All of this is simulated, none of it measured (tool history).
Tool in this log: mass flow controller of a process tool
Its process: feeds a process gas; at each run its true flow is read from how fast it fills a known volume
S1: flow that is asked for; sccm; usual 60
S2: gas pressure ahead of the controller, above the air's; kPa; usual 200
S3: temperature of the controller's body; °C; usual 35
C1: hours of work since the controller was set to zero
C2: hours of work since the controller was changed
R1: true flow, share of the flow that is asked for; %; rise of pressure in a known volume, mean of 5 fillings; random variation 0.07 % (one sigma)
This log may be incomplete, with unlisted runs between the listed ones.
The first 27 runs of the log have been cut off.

| run | hour | S1 | S2 | S3 | C1 | C2 | R1 |
|---|---|---|---|---|---|---|---|
| 28 | 2080.5 | 63 | 233 | 35 | 3703 | 3703 | 99.86 |
|  | 2087.5 | controller's zero set anew |
| 29 | 2140.6 | 63 | 233 | 35 | 33 | 3739 | 100.51 |
| 30 | 2208 | 22 | 249 | 32 | 74 | 3780 | 103.73 |
| 31 | 2308.4 | 60 | 200 | 28 | 135 | 3842 | 100.01 |
| 32 | 2351.7 | 60 | 145 | 22 | 162 | 3869 | 99.35 |
|  | 2361 | controller's zero set anew, once more |
| 33 | 2445.2 | 32 | 162 | 33 | 52 | 3926 | 97.78 |
| 34 | 2489.2 | 32 | 162 | 33 | 79 | 3953 | 97.65 |
| 35 | 2536.2 | 123 | 200 | 36 | 107 | 3981 | 99.06 |
| 36 | 2633.1 | 123 | 200 | 36 | 167 | 4041 | 99 |
| 37 | 2725.1 | 118 | 218 | 35 | 223 | 4097 | 99.16 |
| 38 | 2827.8 | 67 | 254 | 31 | 286 | 4160 | 98.39 |
| 39 | 2901.1 | 39 | 225 | 30 | 331 | 4205 | 98.02 |
| 40 | 2964.7 | 39 | 225 | 30 | 370 | 4244 | 98.09 |
| 41 | 3053.7 | 39 | 236 | 22 | 425 | 4299 | 97.62 |
| 42 | 3128.5 | 39 | 236 | 22 | 471 | 4345 | 97.71 |
| 43 | 3176.1 | 39 | 236 | 22 | 500 | 4374 | 97.85 |
| 44 | 3225.8 | 39 | 236 | 22 | 530 | 4404 | 97.69 |
| 45 | 3297 | 39 | 236 | 22 | 574 | 4448 | 97.66 |
| 46 | 3380.2 | 39 | 236 | 22 | 625 | 4499 | 97.64 |
| 47 | 3431.1 | 192 | 176 | 22 | 656 | 4530 | 98.98 |
| 48 | 3477.3 | 59 | 280 | 20 | 684 | 4558 | 97.93 |

Branching from run 48: 3 alternative next runs. What would each branch give?
| A | 3537.9 | 59 | 192 | 20 | 722 | 4596 | ? |
| B | 3537.9 | 103 | 162 | 25 | 722 | 4596 | ? |
| C | 3537.9 | 25 | 172 | 38 | 722 | 4596 | ? |

| run | R1 |
|---|---|
| A | 97.7 |
| B | 98.05 |
| C | 98.52 |
Had the tool no hidden state, the same runs would have come out as:
| run | R1 |
|---|---|
| A | 98.11 |
| B | 98.61 |
| C | 98.44 |
